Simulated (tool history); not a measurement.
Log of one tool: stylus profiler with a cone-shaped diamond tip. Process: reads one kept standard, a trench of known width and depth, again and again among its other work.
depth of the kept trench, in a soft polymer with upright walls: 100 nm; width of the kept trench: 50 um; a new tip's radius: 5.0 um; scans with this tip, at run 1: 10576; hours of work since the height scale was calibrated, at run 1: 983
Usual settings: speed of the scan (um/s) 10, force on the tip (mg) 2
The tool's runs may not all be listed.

run,hour,speed of the scan (um/s),force on the tip (mg),scans with this tip,hours of work since the height scale was calibrated,depth of the trench (nm),width of the trench's floor (nm)
1,0,10,2,10576,983,101.93,47480
2,80,5,2,11051,1027,101.73,47420
3,144.4,5,2,11433,1062,101.85,47460
4,238.5,5,2,11991,1114,101.87,47450
5,339.3,10,2,12590,1170,102.03,47260
6,420.2,10,2.11,13070,1214,101.98,47310
7,502.1,10,2,13556,1259,101.83,47330
8,588.8,10,2,14070,1307,102.08,47270
9,635.8,2,2,14349,1333,102,47330
10,722.8,2,2,14865,1381,101.99,47320
11,818,2,2,15430,1433,102.05,47260
12,864.4,2,2,15705,1459,102.15,47200
13,914.4,2,2,16002,1487,101.95,47250
14,1005.7,2,2,16543,1537,102.09,47240
15,1078.2,2,2,16973,1577,101.97,47240
16,1178.5,3,2,17569,1632,102.11,47190
# hour 1187: height scale calibrated on a step standard
17,1221.5,10,1.29,17821,19,102.09,47130
18,1311.8,10,1.29,18357,69,102.05,47080
19,1368.1,10,1.8,18691,100,102.38,47130
20,1446,3,2,19153,143,102.53,47130
# hour 1505.3: height scale calibrated on a step standard, once more
21,1519.4,3,2,19585,8,101.3,47130
22,1583.1,3,2,19963,43,101.54,47110
23,1637.3,3,2,20285,73,101.38,47110
24,1691.2,3,2,20605,103,101.36,47090
25,1735.6,5,3.35,20868,127,102.16,47060
26,1815.9,4,4.98,21344,171,102.71,47070
27,1920.3,4,4.98,21964,229,102.6,47050
28,1984.8,4,4.98,22347,264,102.73,46990
29,2041.4,4,4.98,22683,296,102.62,47030
30,2100,14,1.23,23030,328,101.16,46930
31,2154.2,7,1.04,23352,358,100.97,46910
32,2233.8,7,1.57,23824,402,101.48,46930
33,2317.8,7,1.57,24323,448,101.6,46890
34,2412.9,7,1.57,24887,500,101.34,46910
35,2507.5,4,2.12,25448,552,101.67,46880
36,2562,26,0.98,25771,582,101.06,46730
37,2654.7,11,0.98,26321,634,101.09,46740
38,2720.6,14,2.94,26712,670,102.14,46800
39,2799.8,5,5.78,27183,714,103.15,46830
40,2901.2,6,1.28,27784,769,101.34,46750
41,2981.1,8,1.07,28258,813,101.18,46810
42,3052.6,10,3.71,28682,853,102.58,46770
43,3096.7,26,4.58,28944,877,102.8,46700
44,3178,3,1.26,29426,922,101.55,46760
45,3221.8,3,0.91,29686,946,101.16,46780
46,3310,2,3.7,30209,995,102.66,46780
47,3357.4,10,0.82,30491,1021,101.17,46700

3 ways to go on from here, each from the tool as it stands after run 47. What would each give?
A,3447.3,4,1.56,31024,1070,?,?
B,3447.3,7,1.91,31024,1070,?,?
C,3447.3,12,5.54,31024,1070,?,?

run,depth of the trench (nm),width of the trench's floor (nm)
A,101.63,46710
B,101.84,46690
C,103.23,46730
Without the tool's hidden state the same runs would have given:
run,depth of the trench (nm),width of the trench's floor (nm)
A,101.19,47970
B,101.4,47950
C,102.78,48000
